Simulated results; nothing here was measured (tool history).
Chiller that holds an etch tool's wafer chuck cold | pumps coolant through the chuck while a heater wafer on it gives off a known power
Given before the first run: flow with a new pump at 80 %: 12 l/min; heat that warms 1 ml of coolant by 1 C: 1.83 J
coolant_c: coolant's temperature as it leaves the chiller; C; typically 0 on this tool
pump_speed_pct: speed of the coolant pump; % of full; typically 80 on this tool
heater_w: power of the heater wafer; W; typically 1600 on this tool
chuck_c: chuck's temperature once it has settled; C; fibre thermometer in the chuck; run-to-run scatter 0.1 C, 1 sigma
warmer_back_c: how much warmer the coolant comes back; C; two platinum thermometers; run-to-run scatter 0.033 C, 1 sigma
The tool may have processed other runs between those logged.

{"run": 1, "day": 0.0, "coolant_c": 0, "pump_speed_pct": 80, "heater_w": 1600, "chuck_c": 13, "warmer_back_c": 4.58}
{"run": 2, "day": 1.6, "coolant_c": 0, "pump_speed_pct": 80, "heater_w": 1600, "chuck_c": 13.1, "warmer_back_c": 4.48}
{"run": 3, "day": 3.317, "coolant_c": 0, "pump_speed_pct": 80, "heater_w": 1600, "chuck_c": 13.1, "warmer_back_c": 4.47}
{"run": 4, "day": 5.183, "coolant_c": -5, "pump_speed_pct": 80, "heater_w": 1600, "chuck_c": 8.3, "warmer_back_c": 4.52}
{"run": 5, "day": 6.721, "coolant_c": -5, "pump_speed_pct": 80, "heater_w": 1600, "chuck_c": 8, "warmer_back_c": 4.54}
{"run": 6, "day": 8.504, "coolant_c": -5, "pump_speed_pct": 80, "heater_w": 1600, "chuck_c": 8.3, "warmer_back_c": 4.59}
{"run": 7, "day": 10.175, "coolant_c": -5, "pump_speed_pct": 80, "heater_w": 1600, "chuck_c": 8.3, "warmer_back_c": 4.5}
{"run": 8, "day": 12.2, "coolant_c": -5, "pump_speed_pct": 80, "heater_w": 1033, "chuck_c": 3.6, "warmer_back_c": 2.92}
{"run": 9, "day": 14.55, "coolant_c": 0, "pump_speed_pct": 80, "heater_w": 1600, "chuck_c": 13.5, "warmer_back_c": 4.51}
{"run": 10, "day": 16.354, "coolant_c": 0, "pump_speed_pct": 80, "heater_w": 1600, "chuck_c": 13.4, "warmer_back_c": 4.6}
{"run": 11, "day": 18.083, "coolant_c": 0, "pump_speed_pct": 63, "heater_w": 1600, "chuck_c": 17, "warmer_back_c": 5.9}
{"run": 12, "day": 19.533, "coolant_c": 0, "pump_speed_pct": 63, "heater_w": 1600, "chuck_c": 17.1, "warmer_back_c": 5.94}
{"run": 13, "day": 21.679, "coolant_c": 0, "pump_speed_pct": 80, "heater_w": 2222, "chuck_c": 18.9, "warmer_back_c": 6.37}
{"run": 14, "day": 23.067, "coolant_c": 4, "pump_speed_pct": 66, "heater_w": 2257, "chuck_c": 27.2, "warmer_back_c": 7.88}
{"run": 15, "day": 24.308, "coolant_c": 4, "pump_speed_pct": 66, "heater_w": 2257, "chuck_c": 27.2, "warmer_back_c": 8}
{"run": 16, "day": 25.783, "coolant_c": 4, "pump_speed_pct": 66, "heater_w": 2257, "chuck_c": 27.2, "warmer_back_c": 7.98}
{"run": 17, "day": 26.821, "coolant_c": 4, "pump_speed_pct": 66, "heater_w": 2257, "chuck_c": 27.3, "warmer_back_c": 7.95}
{"run": 18, "day": 28.979, "coolant_c": 4, "pump_speed_pct": 66, "heater_w": 2257, "chuck_c": 27.3, "warmer_back_c": 7.97}
{"run": 19, "day": 31.258, "coolant_c": 2, "pump_speed_pct": 68, "heater_w": 1909, "chuck_c": 21.3, "warmer_back_c": 6.55}
{"run": 20, "day": 32.904, "coolant_c": 1, "pump_speed_pct": 65, "heater_w": 915, "chuck_c": 10.7, "warmer_back_c": 3.3}
{"run": 21, "day": 34.488, "coolant_c": 0, "pump_speed_pct": 85, "heater_w": 2125, "chuck_c": 17.5, "warmer_back_c": 5.75}
{"run": 22, "day": 36.871, "coolant_c": 2, "pump_speed_pct": 85, "heater_w": 822, "chuck_c": 8.9, "warmer_back_c": 2.26}
{"run": 23, "day": 38.867, "coolant_c": 2, "pump_speed_pct": 85, "heater_w": 822, "chuck_c": 8.7, "warmer_back_c": 2.24}
{"day": 39.746, "done": "coolant changed, channels flushed"}
{"run": 24, "day": 40.883, "coolant_c": 2, "pump_speed_pct": 85, "heater_w": 822, "chuck_c": 8.1, "warmer_back_c": 2.24}
{"run": 25, "day": 42.342, "coolant_c": 0, "pump_speed_pct": 78, "heater_w": 1025, "chuck_c": 7.8, "warmer_back_c": 3.06}

Below are 5 alternative next runs, each starting from the tool's condition after run 25. Predict each:
{"run": "A", "day": 43.883, "coolant_c": -8, "pump_speed_pct": 78, "heater_w": 1188, "chuck_c": "?", "warmer_back_c": "?"}
{"run": "B", "day": 43.883, "coolant_c": 0, "pump_speed_pct": 88, "heater_w": 1605, "chuck_c": "?", "warmer_back_c": "?"}
{"run": "C", "day": 43.883, "coolant_c": -5, "pump_speed_pct": 80, "heater_w": 1600, "chuck_c": "?", "warmer_back_c": "?"}
{"run": "D", "day": 43.883, "coolant_c": -1, "pump_speed_pct": 78, "heater_w": 862, "chuck_c": "?", "warmer_back_c": "?"}
{"run": "E", "day": 43.883, "coolant_c": 0, "pump_speed_pct": 80, "heater_w": 1007, "chuck_c": "?", "warmer_back_c": "?"}

run=A chuck_c=1.3 warmer_back_c=3.57
run=B chuck_c=11 warmer_back_c=4.18
run=C chuck_c=7.1 warmer_back_c=4.67
run=D chuck_c=5.8 warmer_back_c=2.59
run=E chuck_c=7.7 warmer_back_c=2.9
Had the tool no hidden state, the same runs would have come out as:
run=A chuck_c=0.7 warmer_back_c=3.36
run=B chuck_c=10.3 warmer_back_c=3.93
run=C chuck_c=6.3 warmer_back_c=4.39
run=D chuck_c=5.3 warmer_back_c=2.44
run=E chuck_c=7.2 warmer_back_c=2.73
